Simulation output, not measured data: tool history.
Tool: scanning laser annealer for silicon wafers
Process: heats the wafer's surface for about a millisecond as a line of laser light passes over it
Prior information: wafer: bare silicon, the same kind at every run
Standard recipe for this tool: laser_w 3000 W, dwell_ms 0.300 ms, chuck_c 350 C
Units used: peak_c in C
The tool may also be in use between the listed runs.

run	hour	laser_w	dwell_ms	chuck_c	peak_c
1	0.0	3000	0.300	350	1079
2	32.4	3000	0.300	350	1076
3	65.5	3000	0.300	350	1075
4	80.0	3000	0.300	350	1078
5	110.8	3000	0.300	350	1076
6	125.1	3000	0.300	350	1073
7	150.4	3000	0.300	350	1073
8	168.1	3000	0.300	350	1074
9	185.9	3000	0.300	350	1075
10	209.3	3000	0.300	350	1075
11	230.6	3000	0.300	350	1070
12	254.2	3000	0.300	350	1069
13	276.1	3271	0.300	350	1139
14	292.1	3271	0.300	352	1144
15	313.4	3000	0.300	375	1095
16	341.5	3000	0.300	375	1097
17	367.8	3000	0.300	375	1092
18	381.1	3000	0.300	375	1092
19	413.6	3000	0.300	375	1090
20	440.8	3000	0.258	350	1009
21	467.4	3000	0.258	341	1001
22	482.3	3000	0.258	341	997
23	511.1	2908	0.323	338	1053
24	531.9	3093	0.367	387	1210
25	547.8	3093	0.367	387	1205
26	578.6	3093	0.367	387	1208
27	599.7	2661	0.212	361	873
28	624.0	2661	0.212	361	875
29	653.2	2661	0.221	361	889
30	673.9	2837	0.256	361	970
31	698.6	2837	0.256	361	973
32	730.6	3208	0.263	388	1089
33	760.7	3063	0.251	363	1017
34	776.7	3270	0.228	363	1029
35	805.2	3270	0.228	363	1026
36	835.9	2888	0.325	320	1021
37	855.4	2888	0.357	321	1064
38	881.4	3159	0.300	318	1062
39	906.8	3226	0.373	374	1229
40	929.0	2711	0.271	338	928

Had the tool no unlogged condition, and each run kept its random variation, what would the results have been?
Hidden state at play: light that passes the window, % of a clean one's; laser's true power over the reading, %; width of the line over the set one, %; drift of the gauge itself on peak_c, C.
run	peak_c
1	1084
2	1082
3	1082
4	1085
5	1084
6	1082
7	1082
8	1083
9	1085
10	1086
11	1082
12	1081
13	1153
14	1159
15	1109
16	1112
17	1108
18	1109
19	1107
20	1025
21	1019
22	1015
23	1074
24	1234
25	1230
26	1234
27	890
28	893
29	907
30	992
31	996
32	1116
33	1043
34	1056
35	1054
36	1052
37	1097
38	1095
39	1268
40	956
